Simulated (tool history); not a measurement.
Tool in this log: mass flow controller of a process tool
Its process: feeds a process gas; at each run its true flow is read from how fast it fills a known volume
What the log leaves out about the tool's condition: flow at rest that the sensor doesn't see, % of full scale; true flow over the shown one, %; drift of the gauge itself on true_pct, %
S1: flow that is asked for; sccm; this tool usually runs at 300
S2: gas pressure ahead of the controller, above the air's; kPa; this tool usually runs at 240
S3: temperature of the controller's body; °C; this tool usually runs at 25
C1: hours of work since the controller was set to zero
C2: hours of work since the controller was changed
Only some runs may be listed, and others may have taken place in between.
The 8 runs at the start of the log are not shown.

run 9 hour=2273.3 | S1=300 S2=240 S3=35 | C1=2085 C2=2085 | true_flow_(%)=99.82
run 10 hour=2619.9 | S1=300 S2=240 S3=36 | C1=2213 C2=2213 | true_flow_(%)=99.65
run 11 hour=2957.9 | S1=300 S2=240 S3=36 | C1=2338 C2=2338 | true_flow_(%)=99.74
run 12 hour=3166.8 | S1=300 S2=240 S3=36 | C1=2416 C2=2416 | true_flow_(%)=99.77
run 13 hour=3408.9 | S1=258 S2=240 S3=25 | C1=2505 C2=2505 | true_flow_(%)=101.04
run 14 hour=3598.9 | S1=190 S2=240 S3=25 | C1=2576 C2=2576 | true_flow_(%)=101.23
run 15 hour=3790.0 | S1=300 S2=181 S3=25 | C1=2646 C2=2646 | true_flow_(%)=100.70
run 16 hour=4174.1 | S1=300 S2=160 S3=25 | C1=2789 C2=2789 | true_flow_(%)=100.90
run 17 hour=4429.6 | S1=482 S2=177 S3=24 | C1=2883 C2=2883 | true_flow_(%)=101.06
run 18 hour=4819.4 | S1=482 S2=153 S3=24 | C1=3027 C2=3027 | true_flow_(%)=101.16
run 19 hour=5092.1 | S1=482 S2=153 S3=24 | C1=3128 C2=3128 | true_flow_(%)=101.17
run 20 hour=5420.0 | S1=482 S2=153 S3=24 | C1=3250 C2=3250 | true_flow_(%)=101.15
run 21 hour=5643.6 | S1=300 S2=210 S3=21 | C1=3333 C2=3333 | true_flow_(%)=101.87
-- hour=5665.3 controller's zero set anew
run 22 hour=5808.2 | S1=75 S2=197 S3=29 | C1=53 C2=3393 | true_flow_(%)=102.93
run 23 hour=6162.9 | S1=96 S2=151 S3=23 | C1=184 C2=3525 | true_flow_(%)=102.75
run 24 hour=6457.9 | S1=96 S2=151 S3=23 | C1=293 C2=3634 | true_flow_(%)=102.81
run 25 hour=6713.2 | S1=61 S2=266 S3=23 | C1=388 C2=3728 | true_flow_(%)=104.77
run 26 hour=6992.7 | S1=61 S2=266 S3=23 | C1=491 C2=3832 | true_flow_(%)=104.88
run 27 hour=7194.0 | S1=273 S2=269 S3=27 | C1=566 C2=3906 | true_flow_(%)=101.81
run 28 hour=7583.4 | S1=57 S2=214 S3=37 | C1=710 C2=4051 | true_flow_(%)=103.66
-- hour=7811.1 controller's zero set anew, once more
run 29 hour=7954.1 | S1=83 S2=199 S3=37 | C1=53 C2=4188 | true_flow_(%)=99.31
run 30 hour=8147.3 | S1=120 S2=240 S3=38 | C1=124 C2=4259 | true_flow_(%)=99.53
run 31 hour=8513.1 | S1=300 S2=201 S3=37 | C1=260 C2=4395 | true_flow_(%)=99.86

Here are 3 independent what-if runs from the current tool condition. What would each one return?
run A hour=8703.6 | S1=274 S2=201 S3=37 | C1=330 C2=4465 | true_flow_(%)=?
run B hour=8703.6 | S1=365 S2=240 S3=25 | C1=330 C2=4465 | true_flow_(%)=?
run C hour=8703.6 | S1=300 S2=200 S3=25 | C1=330 C2=4465 | true_flow_(%)=?

run=A true_flow_(%)=99.64
run=B true_flow_(%)=101.34
run=C true_flow_(%)=101.01
Had the tool no hidden state, the same runs would have come out as:
run=A true_flow_(%)=98.35
run=B true_flow_(%)=100.07
run=C true_flow_(%)=99.73
